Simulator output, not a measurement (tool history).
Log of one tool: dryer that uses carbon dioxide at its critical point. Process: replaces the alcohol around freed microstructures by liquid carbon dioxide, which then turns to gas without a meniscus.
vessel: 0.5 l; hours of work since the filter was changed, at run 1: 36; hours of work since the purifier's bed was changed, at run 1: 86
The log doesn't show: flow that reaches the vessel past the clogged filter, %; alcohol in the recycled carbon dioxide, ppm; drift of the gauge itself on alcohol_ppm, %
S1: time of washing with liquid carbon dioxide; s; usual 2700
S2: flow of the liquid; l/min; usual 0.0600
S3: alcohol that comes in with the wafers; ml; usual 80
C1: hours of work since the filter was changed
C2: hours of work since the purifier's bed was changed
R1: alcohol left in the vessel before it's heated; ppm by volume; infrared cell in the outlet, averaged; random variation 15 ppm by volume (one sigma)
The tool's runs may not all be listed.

{"run": 1, "hour": 0.0, "S1": 2700, "S2": 0.06, "S3": 80, "C1": 36, "C2": 86, "R1": 992}
{"run": 2, "hour": 6.2, "S1": 2700, "S2": 0.06, "S3": 80, "C1": 40, "C2": 90, "R1": 1055}
{"run": 3, "hour": 13.5, "S1": 2700, "S2": 0.06, "S3": 27, "C1": 44, "C2": 94, "R1": 392}
{"run": 4, "hour": 19.0, "S1": 2040, "S2": 0.06, "S3": 27, "C1": 47, "C2": 97, "R1": 1179}
{"run": 5, "hour": 26.7, "S1": 3540, "S2": 0.06, "S3": 80, "C1": 51, "C2": 101, "R1": 257}
{"run": 6, "hour": 32.1, "S1": 3540, "S2": 0.06, "S3": 80, "C1": 54, "C2": 104, "R1": 269}
{"run": 7, "hour": 38.4, "S1": 2160, "S2": 0.06, "S3": 80, "C1": 58, "C2": 108, "R1": 2695}
{"run": 8, "hour": 50.4, "S1": 2160, "S2": 0.06, "S3": 80, "C1": 65, "C2": 115, "R1": 2724}
{"run": 9, "hour": 63.2, "S1": 2700, "S2": 0.06, "S3": 80, "C1": 72, "C2": 122, "R1": 1050}
{"run": 10, "hour": 69.4, "S1": 2700, "S2": 0.06, "S3": 23, "C1": 75, "C2": 125, "R1": 353}
{"run": 11, "hour": 77.3, "S1": 2700, "S2": 0.06, "S3": 23, "C1": 80, "C2": 130, "R1": 354}
{"run": 12, "hour": 87.2, "S1": 2340, "S2": 0.06, "S3": 50, "C1": 85, "C2": 135, "R1": 1311}
{"run": 13, "hour": 97.3, "S1": 2280, "S2": 0.0723, "S3": 68, "C1": 91, "C2": 141, "R1": 893}
{"run": 14, "hour": 104.7, "S1": 2700, "S2": 0.0423, "S3": 29, "C1": 95, "C2": 145, "R1": 1602}
{"run": 15, "hour": 114.2, "S1": 2220, "S2": 0.09, "S3": 23, "C1": 101, "C2": 151, "R1": 176}
{"run": 16, "hour": 122.4, "S1": 2220, "S2": 0.09, "S3": 23, "C1": 105, "C2": 155, "R1": 174}
{"run": 17, "hour": 133.4, "S1": 3900, "S2": 0.0739, "S3": 35, "C1": 112, "C2": 162, "R1": 101}
{"run": 18, "hour": 144.7, "S1": 3420, "S2": 0.0813, "S3": 35, "C1": 118, "C2": 168, "R1": 119}
{"run": 19, "hour": 156.0, "S1": 3420, "S2": 0.0813, "S3": 35, "C1": 124, "C2": 174, "R1": 112}
{"run": 20, "hour": 162.5, "S1": 3180, "S2": 0.0982, "S3": 80, "C1": 128, "C2": 178, "R1": 111}
{"run": 21, "hour": 173.7, "S1": 3180, "S2": 0.0646, "S3": 75, "C1": 134, "C2": 184, "R1": 346}
{"run": 22, "hour": 182.9, "S1": 2700, "S2": 0.0726, "S3": 22, "C1": 140, "C2": 190, "R1": 217}

4 ways to go on from here, each from the tool as it stands after run 22. What would each give?
{"run": "A", "hour": 189.1, "S1": 2700, "S2": 0.06, "S3": 27, "C1": 143, "C2": 193, "R1": "?"}
{"run": "B", "hour": 189.1, "S1": 2940, "S2": 0.0726, "S3": 22, "C1": 143, "C2": 193, "R1": "?"}
{"run": "C", "hour": 189.1, "S1": 2700, "S2": 0.0911, "S3": 80, "C1": 143, "C2": 193, "R1": "?"}
{"run": "D", "hour": 189.1, "S1": 2700, "S2": 0.0528, "S3": 80, "C1": 143, "C2": 193, "R1": "?"}

run=A R1=453
run=B R1=173
run=C R1=184
run=D R1=1938
Without the tool's hidden state the same runs would have given:
run=A R1=312
run=B R1=59
run=C R1=67
run=D R1=1649
